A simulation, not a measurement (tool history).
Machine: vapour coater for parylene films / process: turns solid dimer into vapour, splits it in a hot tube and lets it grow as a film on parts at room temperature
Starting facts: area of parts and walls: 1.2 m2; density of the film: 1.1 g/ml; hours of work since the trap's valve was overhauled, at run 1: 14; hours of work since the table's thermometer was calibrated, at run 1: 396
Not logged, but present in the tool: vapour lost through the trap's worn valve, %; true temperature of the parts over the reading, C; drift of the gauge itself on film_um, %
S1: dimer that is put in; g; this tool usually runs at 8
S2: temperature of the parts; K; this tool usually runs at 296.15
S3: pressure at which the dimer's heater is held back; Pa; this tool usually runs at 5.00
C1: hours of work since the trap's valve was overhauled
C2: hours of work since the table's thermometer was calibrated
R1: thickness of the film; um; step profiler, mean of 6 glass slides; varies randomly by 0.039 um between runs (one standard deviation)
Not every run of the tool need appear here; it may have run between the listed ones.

run    hour  S1      S2     S3   C1    C2    R1
  1     0.0   8  296.15   5.00   14   396  4.16
  2    50.5   8  296.15   5.00   52   434  4.09
  3   102.8   8  296.15   5.00   91   473  4.01
  4   128.9   8  296.15   5.00  110   492  4.06
  5   168.4   8  296.15   5.00  140   522  3.94
  6   198.2   8  296.15   5.00  162   544  4.05
  7   238.8   8  296.15   5.00  192   575  3.90
  8   271.8   8  296.15   5.00  217   599  3.90
  9   300.6   8  296.15   5.00  239   621  3.92
 10   328.6   8  296.15   5.00  259   642  3.83
 11   370.3   8  296.15   5.00  291   673  3.86
 12   407.4   8  296.15   5.00  318   701  3.78
 13   449.8   8  296.15   5.00  350   732  3.80
 14   494.0   8  296.15   6.55  383   765  3.59
 15   538.9   8  302.15   5.00  417   799  3.28
      566.7  -- trap's valve overhauled
 16   589.2   8  296.15   5.00   17   834  4.19
 17   614.0   4  296.15   5.00   35   852  2.03
 18   664.2   4  296.15  10.19   73   890  1.89
 19   690.4   4  296.15  10.19   92   909  1.90
 20   734.1   4  299.15  10.19  125   942  1.76
 21   757.8   4  299.15  10.19  143   960  1.73
 22   787.0   4  299.15  10.19  165   981  1.69
 23   826.1   7  300.15   6.98  194  1011  3.03
 24   854.3   5  308.15   3.32  215  1032  1.90
 25   897.1   5  308.15   3.32  247  1064  1.93
 26   925.8   8  297.15   5.00  268  1085  3.80
 27   969.9   8  297.15   5.00  301  1118  3.75
 28  1009.5   4  288.15   5.00  331  1148  2.25
 29  1040.9   4  290.15   5.52  354  1171  2.13
 30  1063.5   7  296.15   2.67  371  1188  3.49
 31  1096.7   7  296.15   3.94  396  1213  3.36
 32  1140.4   8  293.15   3.27  429  1246  4.08
     1151.7  -- trap's valve overhauled
 33  1171.8   8  293.15   3.27   15  1266  4.55
 34  1205.8  12  289.15  10.13   40  1291  6.56
 35  1234.2   9  289.15  10.13   62  1313  5.02
 36  1267.9   8  299.15   4.92   87  1338  3.82
 37  1320.3  12  289.15   3.37  126  1377  7.31

Branching from run 37: 3 alternative next runs. What would each branch give?
  A  1341.5   4  307.15  3.93  142  1393   ?
  B  1341.5   7  300.15  7.50  142  1393   ?
  C  1341.5   7  289.15  3.37  142  1393   ?

run    R1
  A  1.58
  B  3.06
  C  4.21
The same runs, with their run-to-run variation unchanged, on a tool lacking any hidden condition would have given:
run    R1
  A  1.66
  B  3.21
  C  4.42

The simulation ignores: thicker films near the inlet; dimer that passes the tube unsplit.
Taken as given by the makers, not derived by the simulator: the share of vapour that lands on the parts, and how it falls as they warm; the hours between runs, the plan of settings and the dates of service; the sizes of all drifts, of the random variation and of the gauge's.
